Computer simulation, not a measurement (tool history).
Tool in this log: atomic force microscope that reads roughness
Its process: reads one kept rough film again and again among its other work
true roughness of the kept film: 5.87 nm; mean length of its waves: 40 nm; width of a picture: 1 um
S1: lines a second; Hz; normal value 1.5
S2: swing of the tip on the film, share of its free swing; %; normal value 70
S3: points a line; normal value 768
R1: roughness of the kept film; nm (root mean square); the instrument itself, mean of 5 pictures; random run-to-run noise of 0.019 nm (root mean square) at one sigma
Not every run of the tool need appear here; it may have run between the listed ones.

run 1 hour=0 | S1=1.5 S2=70 S3=768 | R1=3.862
run 2 hour=10.5 | S1=1.5 S2=70 S3=768 | R1=3.836
run 3 hour=19.4 | S1=1.5 S2=70 S3=768 | R1=3.815
run 4 hour=34.4 | S1=1.5 S2=70 S3=768 | R1=3.779
run 5 hour=48.3 | S1=1.5 S2=70 S3=768 | R1=3.738
run 6 hour=62.8 | S1=1.14 S2=70 S3=768 | R1=3.751
run 7 hour=76.1 | S1=0.92 S2=70 S3=768 | R1=3.767
run 8 hour=89.5 | S1=2.58 S2=70 S3=768 | R1=3.454
run 9 hour=96.8 | S1=2.58 S2=70 S3=832 | R1=3.414
run 10 hour=113.7 | S1=1.5 S2=70 S3=768 | R1=3.551
run 11 hour=125.5 | S1=1.43 S2=70 S3=768 | R1=3.514
run 12 hour=140.2 | S1=0.63 S2=70 S3=768 | R1=3.651
run 13 hour=147.1 | S1=1.77 S2=89 S3=425 | R1=2.99
run 14 hour=160.2 | S1=1.5 S2=72 S3=768 | R1=4.679
run 15 hour=171.4 | S1=1.5 S2=72 S3=768 | R1=4.641
run 16 hour=183.5 | S1=3.2 S2=55 S3=303 | R1=4.638
run 17 hour=191.1 | S1=3.41 S2=58 S3=561 | R1=4.592
run 18 hour=198.6 | S1=1.23 S2=74 S3=367 | R1=4.584
run 19 hour=214 | S1=1.23 S2=64 S3=888 | R1=4.666
run 20 hour=228.3 | S1=2.01 S2=72 S3=656 | R1=4.332
run 21 hour=235.4 | S1=2.12 S2=68 S3=278 | R1=4.322
run 22 hour=244.7 | S1=2.81 S2=79 S3=799 | R1=3.85

Removed from this log: 1 entry logged between the listed runs. Between which two listed runs does each belong, and how does the tool's hidden state at the listed run before it compare with that at the listed run after it?
After run 13, before run 14: new tip fitted (hour 155.2)
  radius of the tip, nm: 40 -> 10.5
  measured value less the no-hidden-state value, R1: -1.12 -> -0.015 nm (root mean square)
